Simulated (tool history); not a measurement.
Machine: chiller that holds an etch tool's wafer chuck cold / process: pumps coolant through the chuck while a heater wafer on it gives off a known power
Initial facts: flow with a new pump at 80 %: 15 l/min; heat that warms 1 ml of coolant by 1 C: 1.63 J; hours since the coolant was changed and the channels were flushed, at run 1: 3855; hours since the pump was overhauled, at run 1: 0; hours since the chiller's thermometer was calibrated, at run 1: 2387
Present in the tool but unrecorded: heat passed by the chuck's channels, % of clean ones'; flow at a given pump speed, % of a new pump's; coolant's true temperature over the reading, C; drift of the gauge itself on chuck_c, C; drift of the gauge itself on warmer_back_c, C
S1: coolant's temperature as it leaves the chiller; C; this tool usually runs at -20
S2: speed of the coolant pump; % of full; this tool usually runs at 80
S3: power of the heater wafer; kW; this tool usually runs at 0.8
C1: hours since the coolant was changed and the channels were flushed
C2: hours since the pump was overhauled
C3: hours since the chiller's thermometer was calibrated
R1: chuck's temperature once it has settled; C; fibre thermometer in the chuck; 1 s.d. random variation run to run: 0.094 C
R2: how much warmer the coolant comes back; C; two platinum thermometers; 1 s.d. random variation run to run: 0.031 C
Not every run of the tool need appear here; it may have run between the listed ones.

run   hour   S1   S2     S3    C1   C2    C3      R1    R2
  1      0  -20   80    0.8  3855    0  2387  -15.06     2
  2   21.1  -20   80    0.8  3876   21  2408   -14.8  2.01
  3   39.9  -11   80    0.8  3895   40  2426   -5.81  1.92
  4   58.5  -20   61    0.8  3913   59  2445  -13.68  2.71
  5   82.1  -20   61    0.8  3937   82  2469  -13.75  2.71
  6  111.2  -20   80    0.8  3966  112  2498   -14.8  2.02
  7  125.4  -10  100  0.755  3980  126  2512    -5.9  1.56
  8  145.9  -26  100  0.526  4001  146  2532  -23.11  1.06
  9  168.1  -25   76  0.511  4023  168  2555  -21.48  1.44
 10  186.8  -13   76  0.674  4042  187  2573   -8.48   1.9
 11  211.2  -13   63  0.674  4066  212  2598   -7.78  2.26

What would each run have given without the hidden state, its run-to-run variation left as it was?
run    R2
  1     2
  2     2
  3   1.9
  4  2.68
  5  2.66
  6  1.95
  7  1.48
  8  0.96
  9  1.33
 10  1.78
 11  2.13
R1: differs from the measured result by no more than 0.01 C in any run.
